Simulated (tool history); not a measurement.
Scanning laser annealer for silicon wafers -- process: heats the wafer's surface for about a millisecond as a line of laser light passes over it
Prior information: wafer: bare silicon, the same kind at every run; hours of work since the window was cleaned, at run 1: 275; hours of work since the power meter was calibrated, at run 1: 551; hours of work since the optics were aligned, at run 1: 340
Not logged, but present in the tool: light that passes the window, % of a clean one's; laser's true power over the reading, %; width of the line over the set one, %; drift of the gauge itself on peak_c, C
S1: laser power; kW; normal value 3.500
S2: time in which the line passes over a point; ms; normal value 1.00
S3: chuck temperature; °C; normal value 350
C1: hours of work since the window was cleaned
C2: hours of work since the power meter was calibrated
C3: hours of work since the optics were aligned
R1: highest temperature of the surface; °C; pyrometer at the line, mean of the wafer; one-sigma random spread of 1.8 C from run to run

{"run": 1, "day": 0.0, "S1": 3.5, "S2": 1.0, "S3": 350, "C1": 275, "C2": 551, "C3": 340, "R1": 1066}
{"run": 2, "day": 1.354, "S1": 3.5, "S2": 1.0, "S3": 350, "C1": 291, "C2": 568, "C3": 356, "R1": 1064}
{"run": 3, "day": 3.9, "S1": 3.5, "S2": 1.0, "S3": 350, "C1": 322, "C2": 598, "C3": 387, "R1": 1066}
{"run": 4, "day": 6.608, "S1": 3.5, "S2": 1.0, "S3": 350, "C1": 354, "C2": 631, "C3": 420, "R1": 1069}
{"run": 5, "day": 8.304, "S1": 3.5, "S2": 1.0, "S3": 350, "C1": 375, "C2": 651, "C3": 440, "R1": 1066}
{"run": 6, "day": 10.283, "S1": 3.5, "S2": 1.0, "S3": 350, "C1": 398, "C2": 675, "C3": 464, "R1": 1068}
{"run": 7, "day": 11.754, "S1": 3.5, "S2": 1.0, "S3": 350, "C1": 416, "C2": 693, "C3": 481, "R1": 1068}

Expected results for the next run?
{"run": 8, "day": 13.733, "S1": 3.802, "S2": 0.86, "S3": 334, "C1": 440, "C2": 716, "C3": 505, "R1": "?"}

{"run 8": {"R1": 1069}}
On a tool with no hidden condition, and with the same random variation, this run would have come out at R1 1069 °C.
